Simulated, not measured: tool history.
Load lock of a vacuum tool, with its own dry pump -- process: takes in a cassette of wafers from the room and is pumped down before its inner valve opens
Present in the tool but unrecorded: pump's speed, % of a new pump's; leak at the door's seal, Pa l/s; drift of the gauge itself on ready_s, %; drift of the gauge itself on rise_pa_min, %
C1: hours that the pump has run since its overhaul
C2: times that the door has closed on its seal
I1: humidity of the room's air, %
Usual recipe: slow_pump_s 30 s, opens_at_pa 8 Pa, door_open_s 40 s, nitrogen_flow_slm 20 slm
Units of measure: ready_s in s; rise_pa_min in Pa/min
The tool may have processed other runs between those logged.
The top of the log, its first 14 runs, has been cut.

Run 15, hour 1168.2: usual settings but slow_pump_s 17 s; C1 7811; C2 9331; I1 44.3. Result: ready_s 48.2 s, rise_pa_min 0.055 Pa/min.
Run 16, hour 1278.6: usual settings but slow_pump_s 17 s; C1 7922; C2 9543; I1 45.9. Result: ready_s 47.7 s, rise_pa_min 0.061 Pa/min.
Run 17, hour 1366.6: usual settings but slow_pump_s 17 s, nitrogen_flow_slm 14 slm; C1 8010; C2 9712; I1 48.1. Result: ready_s 47.2 s, rise_pa_min 0.063 Pa/min.
Run 18, hour 1466.6: usual settings but slow_pump_s 17 s, nitrogen_flow_slm 14 slm; C1 8110; C2 9904; I1 42.8. Result: ready_s 47.4 s, rise_pa_min 0.067 Pa/min.
Run 19, hour 1519.5: usual settings but slow_pump_s 17 s, nitrogen_flow_slm 14 slm; C1 8163; C2 10006; I1 42.6. Result: ready_s 47.1 s, rise_pa_min 0.068 Pa/min.
Run 20, hour 1573.2: usual settings but slow_pump_s 35 s, nitrogen_flow_slm 5 slm; C1 8216; C2 10109; I1 45.7. Result: ready_s 60.1 s, rise_pa_min 0.072 Pa/min.
Run 21, hour 1666.5: usual settings but slow_pump_s 35 s, nitrogen_flow_slm 5 slm; C1 8310; C2 10289; I1 46.6. Result: ready_s 60.7 s, rise_pa_min 0.075 Pa/min.
Run 22, hour 1760.7: usual settings but slow_pump_s 35 s, nitrogen_flow_slm 5 slm; C1 8404; C2 10470; I1 46.4. Result: ready_s 60.8 s, rise_pa_min 0.069 Pa/min.
Run 23, hour 1855.9: usual settings but door_open_s 36 s; C1 8499; C2 10653; I1 43.8. Result: ready_s 57.1 s, rise_pa_min 0.060 Pa/min.
Run 24, hour 1944.3: usual settings but slow_pump_s 59 s, opens_at_pa 6 Pa, door_open_s 143 s; C1 8587; C2 10823; I1 48.0. Result: ready_s 78.4 s, rise_pa_min 0.102 Pa/min.

Run 25 comes next. What will it give?
Run 25, hour 2001.7: usual settings but slow_pump_s 59 s, opens_at_pa 6 Pa, door_open_s 143 s; C1 8645; C2 10933; I1 44.4. Result: ready_s ?, rise_pa_min ?.

Run 25 yielded ready_s 78.2 s, rise_pa_min 0.101 Pa/min.
Were there no unlogged condition in the tool, this run, its random variation unchanged, would have produced ready_s 76.6 s, rise_pa_min 0.054 Pa/min.
